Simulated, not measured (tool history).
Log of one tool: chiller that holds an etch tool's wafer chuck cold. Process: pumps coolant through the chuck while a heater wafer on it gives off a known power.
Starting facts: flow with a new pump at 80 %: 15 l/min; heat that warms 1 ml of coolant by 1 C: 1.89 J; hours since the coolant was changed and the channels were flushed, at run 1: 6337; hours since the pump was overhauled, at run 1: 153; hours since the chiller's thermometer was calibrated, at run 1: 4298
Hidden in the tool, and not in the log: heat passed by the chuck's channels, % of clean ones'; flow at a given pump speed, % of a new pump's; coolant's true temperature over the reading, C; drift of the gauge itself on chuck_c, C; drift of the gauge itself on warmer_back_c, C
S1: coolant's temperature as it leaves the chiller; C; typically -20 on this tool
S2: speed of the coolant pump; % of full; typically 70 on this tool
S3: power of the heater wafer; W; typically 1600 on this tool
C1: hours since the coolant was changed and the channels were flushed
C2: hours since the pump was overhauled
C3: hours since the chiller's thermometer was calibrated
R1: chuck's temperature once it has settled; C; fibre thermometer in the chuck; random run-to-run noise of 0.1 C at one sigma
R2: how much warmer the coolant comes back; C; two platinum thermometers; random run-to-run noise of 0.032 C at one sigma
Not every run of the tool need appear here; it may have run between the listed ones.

{"run": 1, "hour": 0.0, "S1": -20, "S2": 70, "S3": 1600, "C1": 6337, "C2": 153, "C3": 4298, "R1": -8.1, "R2": 3.96}
{"run": 2, "hour": 38.1, "S1": -20, "S2": 70, "S3": 1600, "C1": 6375, "C2": 191, "C3": 4337, "R1": -8.2, "R2": 3.87}
{"run": 3, "hour": 89.7, "S1": -20, "S2": 70, "S3": 1600, "C1": 6427, "C2": 243, "C3": 4388, "R1": -8.3, "R2": 3.86}
{"run": 4, "hour": 140.3, "S1": -20, "S2": 70, "S3": 1600, "C1": 6478, "C2": 293, "C3": 4439, "R1": -8.4, "R2": 3.87}
{"run": 5, "hour": 193.7, "S1": -20, "S2": 70, "S3": 1600, "C1": 6531, "C2": 347, "C3": 4492, "R1": -8.3, "R2": 3.87}
{"run": 6, "hour": 218.8, "S1": -20, "S2": 70, "S3": 1600, "C1": 6556, "C2": 372, "C3": 4517, "R1": -8.4, "R2": 3.86}
{"run": 7, "hour": 249.9, "S1": -20, "S2": 70, "S3": 1600, "C1": 6587, "C2": 403, "C3": 4548, "R1": -8.4, "R2": 3.85}
{"run": 8, "hour": 286.3, "S1": -20, "S2": 70, "S3": 1600, "C1": 6624, "C2": 439, "C3": 4585, "R1": -8.3, "R2": 3.8}
{"run": 9, "hour": 325.2, "S1": -20, "S2": 70, "S3": 1600, "C1": 6663, "C2": 478, "C3": 4624, "R1": -8.5, "R2": 3.75}
{"run": 10, "hour": 366.1, "S1": -20, "S2": 70, "S3": 1600, "C1": 6704, "C2": 519, "C3": 4665, "R1": -8.3, "R2": 3.76}
{"run": 11, "hour": 401.0, "S1": -20, "S2": 70, "S3": 1600, "C1": 6738, "C2": 554, "C3": 4700, "R1": -8.4, "R2": 3.72}
{"run": 12, "hour": 424.5, "S1": -20, "S2": 70, "S3": 1600, "C1": 6762, "C2": 578, "C3": 4723, "R1": -8.4, "R2": 3.72}
{"run": 13, "hour": 474.9, "S1": -20, "S2": 70, "S3": 1600, "C1": 6812, "C2": 628, "C3": 4773, "R1": -8.3, "R2": 3.67}
{"run": 14, "hour": 528.6, "S1": -20, "S2": 70, "S3": 1600, "C1": 6866, "C2": 682, "C3": 4827, "R1": -8.2, "R2": 3.71}
{"run": 15, "hour": 582.2, "S1": -20, "S2": 70, "S3": 1600, "C1": 6920, "C2": 735, "C3": 4881, "R1": -8.5, "R2": 3.65}
{"run": 16, "hour": 616.9, "S1": -20, "S2": 70, "S3": 1600, "C1": 6954, "C2": 770, "C3": 4915, "R1": -8.1, "R2": 3.64}
{"run": 17, "hour": 662.1, "S1": -29, "S2": 63, "S3": 1391, "C1": 6999, "C2": 815, "C3": 4961, "R1": -18, "R2": 3.52}
{"run": 18, "hour": 696.1, "S1": -18, "S2": 63, "S3": 873, "C1": 7033, "C2": 849, "C3": 4995, "R1": -10.9, "R2": 2.07}
{"run": 19, "hour": 739.5, "S1": -28, "S2": 63, "S3": 2237, "C1": 7077, "C2": 893, "C3": 5038, "R1": -10.2, "R2": 5.83}
{"run": 20, "hour": 784.8, "S1": -17, "S2": 70, "S3": 1152, "C1": 7122, "C2": 938, "C3": 5083, "R1": -8.6, "R2": 2.46}
{"run": 21, "hour": 827.6, "S1": -20, "S2": 76, "S3": 1600, "C1": 7165, "C2": 981, "C3": 5126, "R1": -9.3, "R2": 3.15}
{"hour": 853.0, "done": "chiller's thermometer calibrated"}
{"run": 22, "hour": 881.1, "S1": -20, "S2": 68, "S3": 1600, "C1": 7218, "C2": 1033, "C3": 28, "R1": -8, "R2": 3.66}
{"run": 23, "hour": 926.4, "S1": -20, "S2": 68, "S3": 1600, "C1": 7263, "C2": 1079, "C3": 73, "R1": -8.1, "R2": 3.58}
{"run": 24, "hour": 962.1, "S1": -28, "S2": 65, "S3": 1568, "C1": 7299, "C2": 1114, "C3": 109, "R1": -15.8, "R2": 3.75}
{"hour": 979.0, "done": "gauge calibrated"}
{"run": 25, "hour": 998.5, "S1": -28, "S2": 65, "S3": 1568, "C1": 7335, "C2": 1151, "C3": 146, "R1": -15.9, "R2": 4.17}
{"run": 26, "hour": 1021.0, "S1": -27, "S2": 70, "S3": 1600, "C1": 7357, "C2": 1173, "C3": 168, "R1": -15.2, "R2": 3.89}
{"run": 27, "hour": 1056.4, "S1": -28, "S2": 70, "S3": 877, "C1": 7393, "C2": 1209, "C3": 203, "R1": -21.4, "R2": 2.11}
{"run": 28, "hour": 1078.6, "S1": -22, "S2": 70, "S3": 1315, "C1": 7415, "C2": 1231, "C3": 226, "R1": -12.3, "R2": 3.19}
{"run": 29, "hour": 1120.0, "S1": -20, "S2": 70, "S3": 1231, "C1": 7456, "C2": 1272, "C3": 267, "R1": -11, "R2": 2.97}
{"run": 30, "hour": 1156.1, "S1": -20, "S2": 70, "S3": 1231, "C1": 7493, "C2": 1308, "C3": 303, "R1": -10.9, "R2": 2.93}
{"run": 31, "hour": 1210.5, "S1": -18, "S2": 77, "S3": 1067, "C1": 7547, "C2": 1363, "C3": 358, "R1": -10.7, "R2": 2.24}

Alternative continuations, all from the tool just after run 31; predict every row:
{"run": "A", "hour": 1238.5, "S1": -14, "S2": 67, "S3": 1258, "C1": 7575, "C2": 1391, "C3": 386, "R1": "?", "R2": "?"}
{"run": "B", "hour": 1238.5, "S1": -14, "S2": 65, "S3": 2194, "C1": 7575, "C2": 1391, "C3": 386, "R1": "?", "R2": "?"}
{"run": "C", "hour": 1238.5, "S1": -16, "S2": 100, "S3": 2005, "C1": 7575, "C2": 1391, "C3": 386, "R1": "?", "R2": "?"}
{"run": "D", "hour": 1238.5, "S1": -23, "S2": 86, "S3": 1633, "C1": 7575, "C2": 1391, "C3": 386, "R1": "?", "R2": "?"}

run=A R1=-4.3 R2=3.12
run=B R1=3.1 R2=5.75
run=C R1=-4.8 R2=3.21
run=D R1=-12.9 R2=3.07
With the hidden condition removed and each run's random variation left untouched, the same runs would have given:
run=A R1=-4.3 R2=3.24
run=B R1=3.1 R2=5.87
run=C R1=-4.9 R2=3.33
run=D R1=-13 R2=3.19
